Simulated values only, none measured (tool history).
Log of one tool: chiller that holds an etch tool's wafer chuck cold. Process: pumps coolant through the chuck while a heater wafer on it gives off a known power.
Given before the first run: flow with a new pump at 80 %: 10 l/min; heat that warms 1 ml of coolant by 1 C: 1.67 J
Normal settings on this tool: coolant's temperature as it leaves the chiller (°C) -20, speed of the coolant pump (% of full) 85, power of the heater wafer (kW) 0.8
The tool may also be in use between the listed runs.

| run | day | coolant's temperature as it leaves the chiller (°C) | speed of the coolant pump (% of full) | power of the heater wafer (kW) | chuck's temperature once it has settled (°C) | how much warmer the coolant comes back (C) |
|---|---|---|---|---|---|---|
| 1 | 0 | -20 | 85 | 0.8 | -12.2 | 2.77 |
| 2 | 2.829 | -20 | 85 | 0.8 | -12 | 2.71 |
| 3 | 5.538 | -18 | 85 | 0.8 | -10 | 2.69 |
| 4 | 7.738 | -19 | 85 | 0.8 | -11.3 | 2.7 |
| 5 | 10.275 | -19 | 85 | 0.8 | -11.1 | 2.71 |
| 6 | 12.071 | -19 | 85 | 0.8 | -11 | 2.71 |
| 7 | 15.071 | -20 | 85 | 0.513 | -14.8 | 1.77 |
| 8 | 17.471 | -20 | 85 | 0.513 | -14.5 | 1.7 |
| 9 | 20.208 | -20 | 85 | 0.513 | -14.7 | 1.73 |
| 10 | 22.767 | -20 | 85 | 0.513 | -14.6 | 1.76 |
| 11 | 25.396 | -20 | 69 | 0.441 | -14.5 | 1.92 |
| 12 | 28.196 | -28 | 69 | 0.441 | -22.5 | 1.89 |
| 13 | 31.404 | -17 | 99 | 1.051 | -7.8 | 3 |
| 14 | 34.575 | -17 | 68 | 0.406 | -11.6 | 1.76 |
| 15 | 36.096 | -21 | 68 | 0.408 | -15.9 | 1.76 |
| 16 | 38.296 | -21 | 68 | 0.408 | -15.7 | 1.79 |
| 17 | 40.238 | -18 | 98 | 0.8 | -10.8 | 2.33 |
| 18 | 41.817 | -20 | 85 | 0.657 | -13.2 | 2.3 |
| 19 | 44.125 | -20 | 85 | 0.657 | -13.1 | 2.22 |
| 20 | 45.617 | -13 | 85 | 0.452 | -8 | 1.56 |

Consider 5 possible next runs. They are alternatives, not a sequence: every one starts from the tool as it was left by run 20. What does each give?
| A | 48.1 | -24 | 61 | 0.452 | ? | ? |
| B | 48.1 | -14 | 89 | 0.507 | ? | ? |
| C | 48.1 | -25 | 96 | 0.459 | ? | ? |
| D | 48.1 | -22 | 66 | 0.818 | ? | ? |
| E | 48.1 | -17 | 61 | 0.452 | ? | ? |

| run | chuck's temperature once it has settled (°C) | how much warmer the coolant comes back (C) |
|---|---|---|
| A | -17.4 | 2.28 |
| B | -8.7 | 1.69 |
| C | -20.5 | 1.37 |
| D | -11.5 | 3.73 |
| E | -10.4 | 2.24 |
Without the tool's hidden state the same runs would have given:
| run | chuck's temperature once it has settled (°C) | how much warmer the coolant comes back (C) |
|---|---|---|
| A | -18.9 | 2.21 |
| B | -10.1 | 1.64 |
| C | -21.7 | 1.33 |
| D | -13.7 | 3.62 |
| E | -12 | 2.18 |
